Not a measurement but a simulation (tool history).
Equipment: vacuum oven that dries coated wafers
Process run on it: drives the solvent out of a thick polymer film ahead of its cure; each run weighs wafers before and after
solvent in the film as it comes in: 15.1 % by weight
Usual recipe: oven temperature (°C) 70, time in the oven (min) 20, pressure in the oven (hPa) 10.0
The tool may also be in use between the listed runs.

run   hour  oven temperature (°C)  time in the oven (min)  pressure in the oven (hPa)  solvent left in the film (%)
  1    0.0                     70                      20                        10.0                          1.78
  2   12.5                     70                      20                        10.0                          1.94
  3   29.1                     70                      20                        10.0                          1.84
  4   40.6                     70                      20                        10.0                          1.79
  5   57.6                     70                      20                        10.0                          1.87
  6   67.8                     70                      20                        10.0                          1.73
  7   77.3                     70                      20                        10.0                          1.78
  8   90.7                     70                      20                        10.0                          1.82
  9  100.6                     70                      20                        10.0                          1.76
 10  111.9                     70                      20                        30.6                          2.72
 11  127.6                     70                      20                        30.6                          2.73
 12  137.8                     70                      20                        30.6                          2.76
 13  148.2                     70                      12                        30.6                          4.47
 14  163.5                     70                      12                        30.6                          4.52
 15  172.3                     70                      12                        30.6                          4.45
 16  188.5                     70                      12                        30.6                          4.56
 17  201.7                     70                      12                        30.6                          4.51
 18  216.8                     70                      12                        30.6                          4.56
 19  234.0                     70                      12                        30.6                          4.47
 20  248.3                     70                      12                        30.6                          4.47
 21  265.8                     70                      12                        30.6                          4.50
 22  280.6                     70                      12                        30.6                          4.44
 23  292.3                     81                      20                        10.0                          0.36
 24  307.7                     81                      20                        10.0                          0.44
 25  323.1                     81                      20                        10.0                          0.55
 26  332.2                     58                      14                        15.9                          6.94
 27  342.2                     80                      14                        15.9                          1.30
 28  360.4                     64                      22                        21.6                          3.55
 29  370.3                     64                      22                        21.6                          3.57

Run 30, settings as shown, results not yet in. Your forecast:
 30  382.7                     59                      22                        21.6                             ?

solvent left in the film (%): 5.08
Were there no unlogged condition in the tool, this run, its random variation unchanged, would have produced solvent left in the film (%) 5.07.

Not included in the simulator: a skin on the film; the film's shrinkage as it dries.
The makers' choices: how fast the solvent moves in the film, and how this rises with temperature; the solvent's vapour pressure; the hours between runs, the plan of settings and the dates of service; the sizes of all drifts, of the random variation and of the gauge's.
